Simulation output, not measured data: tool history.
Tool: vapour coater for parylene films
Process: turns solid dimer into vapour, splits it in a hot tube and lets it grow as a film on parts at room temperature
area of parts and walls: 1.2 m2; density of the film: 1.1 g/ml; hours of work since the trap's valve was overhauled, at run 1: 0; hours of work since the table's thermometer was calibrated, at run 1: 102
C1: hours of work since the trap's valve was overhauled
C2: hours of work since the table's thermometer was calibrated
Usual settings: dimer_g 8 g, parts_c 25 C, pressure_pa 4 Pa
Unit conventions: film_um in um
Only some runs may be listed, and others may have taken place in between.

{"run": 1, "day": 0.0, "dimer_g": 8, "parts_c": 25, "pressure_pa": 4, "C1": 0, "C2": 102, "film_um": 3.67}
{"run": 2, "day": 2.312, "dimer_g": 8, "parts_c": 25, "pressure_pa": 4, "C1": 34, "C2": 135, "film_um": 3.66}
{"run": 3, "day": 4.446, "dimer_g": 8, "parts_c": 25, "pressure_pa": 4, "C1": 65, "C2": 166, "film_um": 3.64}
{"run": 4, "day": 6.992, "dimer_g": 8, "parts_c": 25, "pressure_pa": 4, "C1": 102, "C2": 203, "film_um": 3.64}
{"run": 5, "day": 9.804, "dimer_g": 8, "parts_c": 25, "pressure_pa": 4, "C1": 142, "C2": 244, "film_um": 3.66}
{"run": 6, "day": 12.346, "dimer_g": 13, "parts_c": 25, "pressure_pa": 4, "C1": 179, "C2": 281, "film_um": 5.92}
{"run": 7, "day": 14.804, "dimer_g": 8, "parts_c": 25, "pressure_pa": 8.31, "C1": 215, "C2": 317, "film_um": 3.32}
{"run": 8, "day": 18.012, "dimer_g": 8, "parts_c": 17, "pressure_pa": 4, "C1": 262, "C2": 363, "film_um": 4.5}
{"run": 9, "day": 20.704, "dimer_g": 8, "parts_c": 17, "pressure_pa": 4, "C1": 301, "C2": 402, "film_um": 4.53}
{"run": 10, "day": 23.421, "dimer_g": 10, "parts_c": 17, "pressure_pa": 2.45, "C1": 340, "C2": 442, "film_um": 5.98}
{"run": 11, "day": 25.162, "dimer_g": 5, "parts_c": 25, "pressure_pa": 4, "C1": 365, "C2": 467, "film_um": 2.27}
{"run": 12, "day": 28.0, "dimer_g": 3, "parts_c": 24, "pressure_pa": 2.44, "C1": 407, "C2": 508, "film_um": 1.49}
{"run": 13, "day": 31.088, "dimer_g": 8, "parts_c": 33, "pressure_pa": 6.01, "C1": 451, "C2": 553, "film_um": 2.75}
{"run": 14, "day": 34.225, "dimer_g": 5, "parts_c": 30, "pressure_pa": 11.12, "C1": 497, "C2": 599, "film_um": 1.73}
{"day": 34.683, "done": "trap's valve overhauled"}
{"run": 15, "day": 35.888, "dimer_g": 5, "parts_c": 30, "pressure_pa": 11.12, "C1": 17, "C2": 620, "film_um": 1.74}
{"run": 16, "day": 38.071, "dimer_g": 11, "parts_c": 19, "pressure_pa": 3.23, "C1": 49, "C2": 652, "film_um": 5.97}
{"run": 17, "day": 41.112, "dimer_g": 8, "parts_c": 25, "pressure_pa": 3.32, "C1": 93, "C2": 696, "film_um": 3.7}

5 options for the next run, each taken on its own from the tool as it stands now. Forecast them:
{"run": "A", "day": 43.238, "dimer_g": 8, "parts_c": 22, "pressure_pa": 3.32, "C1": 124, "C2": 727, "film_um": "?"}
{"run": "B", "day": 43.238, "dimer_g": 7, "parts_c": 20, "pressure_pa": 4, "C1": 124, "C2": 727, "film_um": "?"}
{"run": "C", "day": 43.238, "dimer_g": 4, "parts_c": 25, "pressure_pa": 3.32, "C1": 124, "C2": 727, "film_um": "?"}
{"run": "D", "day": 43.238, "dimer_g": 8, "parts_c": 21, "pressure_pa": 4, "C1": 124, "C2": 727, "film_um": "?"}
{"run": "E", "day": 43.238, "dimer_g": 5, "parts_c": 25, "pressure_pa": 3.32, "C1": 124, "C2": 727, "film_um": "?"}

run=A film_um=4.01
run=B film_um=3.59
run=C film_um=1.84
run=D film_um=4.02
run=E film_um=2.3
What these runs would have given with no unlogged condition in the tool:
run=A film_um=4.1
run=B film_um=3.67
run=C film_um=1.88
run=D film_um=4.11
run=E film_um=2.35

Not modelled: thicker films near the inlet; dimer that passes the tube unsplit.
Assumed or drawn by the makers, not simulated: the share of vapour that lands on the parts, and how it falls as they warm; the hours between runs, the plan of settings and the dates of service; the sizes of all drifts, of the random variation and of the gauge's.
